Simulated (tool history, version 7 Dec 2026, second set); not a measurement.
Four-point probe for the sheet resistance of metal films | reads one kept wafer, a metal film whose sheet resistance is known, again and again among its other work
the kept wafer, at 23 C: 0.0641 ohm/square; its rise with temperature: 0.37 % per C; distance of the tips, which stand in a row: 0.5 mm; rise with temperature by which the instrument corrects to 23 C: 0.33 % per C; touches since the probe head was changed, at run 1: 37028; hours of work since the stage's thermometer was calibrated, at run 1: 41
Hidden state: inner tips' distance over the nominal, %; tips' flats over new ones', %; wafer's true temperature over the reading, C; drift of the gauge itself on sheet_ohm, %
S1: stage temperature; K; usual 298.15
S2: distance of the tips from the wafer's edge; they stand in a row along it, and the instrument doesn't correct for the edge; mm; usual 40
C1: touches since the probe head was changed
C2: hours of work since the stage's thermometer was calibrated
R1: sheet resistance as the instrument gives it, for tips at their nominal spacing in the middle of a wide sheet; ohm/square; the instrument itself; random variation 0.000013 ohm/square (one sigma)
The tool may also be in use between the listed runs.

run   hour      S1  S2     C1   C2        R1
  1    0.0  298.15  40  37028   41  0.064201
  2   21.8  298.15  40  37695   52  0.064178
  3   38.5  298.15  40  38208   60  0.064190
  4   61.0  298.15  53  38899   70  0.064185
  5   78.6  298.15  53  39436   79  0.064160
  6   98.5  298.15  53  40046   88  0.064187
  7  110.5  298.15  40  40416   94  0.064179
  8  124.3  298.15  40  40839  100  0.064180
  9  140.3  298.15   5  41328  108  0.064491
 10  161.1  298.15   5  41965  118  0.064484
 11  172.9  298.15   9  42329  124  0.064288
 12  182.9  298.15   9  42633  128  0.064260
 13  195.0  298.15   9  43006  134  0.064245
 14  207.6  298.15   9  43391  140  0.064270
 15  227.2  298.15  29  43993  149  0.064153
 16  246.7  298.15   9  44591  159  0.064243
 17  266.0  298.15   9  45180  168  0.064236
 18  283.4  295.15  27  45713  176  0.064077
 19  305.1  295.15  27  46379  186  0.064039
 20  324.7  295.15  27  46981  196  0.064058
 21  343.7  294.15  40  47564  205  0.064053
 22  356.0  303.15  20  47939  211  0.064265
 23  366.0  298.15   6  48248  215  0.064339
 24  379.6  298.15   6  48664  222  0.064350
 25  396.8  291.15  45  49192  230  0.063949
 26  418.4  297.15  10  49854  240  0.064160

Forecast run 27:
 27  433.3  297.15  15  50308  247   ?

{"run 27": {"R1": 0.064109}}
Without the tool's hidden state the same run would have given R1 0.064154 ohm/square.

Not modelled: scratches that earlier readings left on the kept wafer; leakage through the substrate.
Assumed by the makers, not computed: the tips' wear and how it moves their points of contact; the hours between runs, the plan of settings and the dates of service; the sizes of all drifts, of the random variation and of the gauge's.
